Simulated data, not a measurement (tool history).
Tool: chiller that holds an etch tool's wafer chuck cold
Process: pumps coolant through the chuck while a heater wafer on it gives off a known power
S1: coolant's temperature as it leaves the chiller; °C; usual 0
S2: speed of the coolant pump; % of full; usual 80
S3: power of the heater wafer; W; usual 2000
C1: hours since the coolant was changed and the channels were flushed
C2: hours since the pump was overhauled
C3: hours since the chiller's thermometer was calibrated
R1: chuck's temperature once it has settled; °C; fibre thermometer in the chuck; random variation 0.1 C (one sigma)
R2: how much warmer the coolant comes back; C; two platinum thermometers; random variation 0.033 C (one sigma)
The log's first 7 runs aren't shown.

{"run": 8, "day": 12.904, "S1": 0, "S2": 80, "S3": 2000, "C1": 3031, "C2": 2088, "C3": 1193, "R1": 16.5, "R2": 4.68}
{"run": 9, "day": 14.588, "S1": 0, "S2": 80, "S3": 2000, "C1": 3072, "C2": 2129, "C3": 1234, "R1": 16.4, "R2": 4.73}
{"run": 10, "day": 17.467, "S1": 0, "S2": 80, "S3": 2000, "C1": 3141, "C2": 2198, "C3": 1303, "R1": 16.5, "R2": 4.77}
{"run": 11, "day": 19.512, "S1": 0, "S2": 80, "S3": 2000, "C1": 3190, "C2": 2247, "C3": 1352, "R1": 16.4, "R2": 4.73}
{"run": 12, "day": 22.058, "S1": 0, "S2": 80, "S3": 2000, "C1": 3251, "C2": 2308, "C3": 1413, "R1": 16.5, "R2": 4.81}
{"run": 13, "day": 24.65, "S1": 0, "S2": 80, "S3": 2000, "C1": 3313, "C2": 2370, "C3": 1475, "R1": 16.3, "R2": 4.74}
{"run": 14, "day": 27.446, "S1": 9, "S2": 80, "S3": 2000, "C1": 3380, "C2": 2437, "C3": 1542, "R1": 25.3, "R2": 4.72}
{"run": 15, "day": 29.138, "S1": 0, "S2": 80, "S3": 2000, "C1": 3421, "C2": 2478, "C3": 1583, "R1": 16.5, "R2": 4.71}
{"run": 16, "day": 30.662, "S1": 0, "S2": 80, "S3": 1020, "C1": 3458, "C2": 2514, "C3": 1619, "R1": 8.4, "R2": 2.44}

Run 17 comes next. What will it give?
{"run": 17, "day": 33.412, "S1": 0, "S2": 80, "S3": 1020, "C1": 3524, "C2": 2580, "C3": 1685, "R1": "?", "R2": "?"}

Run 17 gave R1 8.6 °C, R2 2.47 C.
Without the tool's hidden state the same run would have given R1 8.1 °C, R2 2.42 C.
